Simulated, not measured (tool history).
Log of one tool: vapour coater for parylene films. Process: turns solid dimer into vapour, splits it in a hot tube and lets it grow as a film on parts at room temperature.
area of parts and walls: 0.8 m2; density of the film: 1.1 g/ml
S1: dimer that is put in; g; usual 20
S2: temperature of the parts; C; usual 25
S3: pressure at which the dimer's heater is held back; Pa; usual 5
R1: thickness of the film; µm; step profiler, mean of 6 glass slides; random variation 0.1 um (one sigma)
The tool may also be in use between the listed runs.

run 1 day=0 | S1=20 S2=25 S3=5 | R1=16.36
run 2 day=1.329 | S1=20 S2=25 S3=5 | R1=16.35
run 3 day=3.688 | S1=20 S2=25 S3=5 | R1=16.32
run 4 day=5.442 | S1=20 S2=22 S3=5 | R1=18.99
run 5 day=6.8 | S1=20 S2=22 S3=5 | R1=18.88
run 6 day=8.867 | S1=20 S2=25 S3=5 | R1=16.19
run 7 day=10.325 | S1=20 S2=25 S3=2.02 | R1=19.24

Forecast run 8:
run 8 day=12.838 | S1=29 S2=25 S3=8.41 | R1=?

R1: 21.33 µm
Without the tool's hidden state the same run would have given R1 21.39 µm.

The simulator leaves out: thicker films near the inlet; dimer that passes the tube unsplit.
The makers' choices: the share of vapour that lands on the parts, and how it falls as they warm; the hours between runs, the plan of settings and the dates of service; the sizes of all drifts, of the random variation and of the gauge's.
